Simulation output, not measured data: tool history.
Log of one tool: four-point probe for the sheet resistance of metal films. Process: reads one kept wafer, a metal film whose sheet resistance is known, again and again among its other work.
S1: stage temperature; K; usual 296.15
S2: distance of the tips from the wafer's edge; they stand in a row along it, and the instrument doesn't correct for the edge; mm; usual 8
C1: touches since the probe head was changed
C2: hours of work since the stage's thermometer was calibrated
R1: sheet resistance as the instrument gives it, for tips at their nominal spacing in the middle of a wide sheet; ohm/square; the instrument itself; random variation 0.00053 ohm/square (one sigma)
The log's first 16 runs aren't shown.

Run 17, hour 185.7: usual settings but S2 6 mm; C1 5449; C2 30. Result: R1 2.652398 ohm/square.
Run 18, hour 195.2: usual settings but S1 297.15 K; C1 5543; C2 35. Result: R1 2.646980 ohm/square.
Run 19, hour 207.2: usual settings but S1 297.15 K; C1 5662; C2 41. Result: R1 2.645670 ohm/square.
Run 20, hour 223.7: usual settings but S1 297.15 K; C1 5825; C2 49. Result: R1 2.646688 ohm/square.
At hour 229.1: stage's thermometer calibrated, once more.
Run 21, hour 232.2: usual settings but S1 307.15 K, S2 13 mm; C1 5905; C2 2. Result: R1 2.629859 ohm/square.
Run 22, hour 243.5: usual settings but S1 292.15 K, S2 62 mm; C1 6016; C2 7. Result: R1 2.654366 ohm/square.
Run 23, hour 253.8: usual settings but S1 292.15 K, S2 62 mm; C1 6118; C2 12. Result: R1 2.654490 ohm/square.
Run 24, hour 269.9: usual settings but S1 291.15 K, S2 48 mm; C1 6278; C2 20. Result: R1 2.655791 ohm/square.
Run 25, hour 279.1: usual settings but S1 307.15 K, S2 55 mm; C1 6369; C2 25. Result: R1 2.627373 ohm/square.
Run 26, hour 292.3: usual settings but S2 33 mm; C1 6500; C2 31. Result: R1 2.647627 ohm/square.
Run 27, hour 303.2: usual settings but S1 300.15 K, S2 4 mm; C1 6608; C2 36. Result: R1 2.661849 ohm/square.
Run 28, hour 315.2: usual settings; C1 6727; C2 42. Result: R1 2.653102 ohm/square.
Run 29, hour 329.5: usual settings but S2 4 mm; C1 6868; C2 49. Result: R1 2.669674 ohm/square.
Run 30, hour 343.3: usual settings but S1 297.15 K, S2 67 mm; C1 7005; C2 56. Result: R1 2.645090 ohm/square.
Run 31, hour 356.0: usual settings but S1 294.15 K, S2 38 mm; C1 7131; C2 62. Result: R1 2.650925 ohm/square.
Run 32, hour 369.3: usual settings but S1 294.15 K, S2 38 mm; C1 7263; C2 69. Result: R1 2.650982 ohm/square.
Run 33, hour 378.5: usual settings but S1 294.15 K, S2 38 mm; C1 7354; C2 73. Result: R1 2.651670 ohm/square.
Run 34, hour 387.4: usual settings but S2 58 mm; C1 7442; C2 78. Result: R1 2.647066 ohm/square.
Run 35, hour 396.8: usual settings but S2 58 mm; C1 7535; C2 82. Result: R1 2.647355 ohm/square.
Run 36, hour 406.3: usual settings but S1 305.15 K, S2 31 mm; C1 7629; C2 87. Result: R1 2.631105 ohm/square.
Run 37, hour 414.6: usual settings but S1 305.15 K, S2 31 mm; C1 7711; C2 91. Result: R1 2.631726 ohm/square.
Run 38, hour 431.2: usual settings but S1 299.15 K, S2 4 mm; C1 7876; C2 99. Result: R1 2.664236 ohm/square.
Run 39, hour 439.3: usual settings but S1 299.15 K, S2 26 mm; C1 7956; C2 103. Result: R1 2.642475 ohm/square.

Forecast run 40:
Run 40, hour 456.8: usual settings but S1 295.15 K, S2 55 mm; C1 8130; C2 112. Result: R1 ?.

Run 40 gave R1 2.649667 ohm/square.
Without the tool's hidden state the same run would have given R1 2.650889 ohm/square.
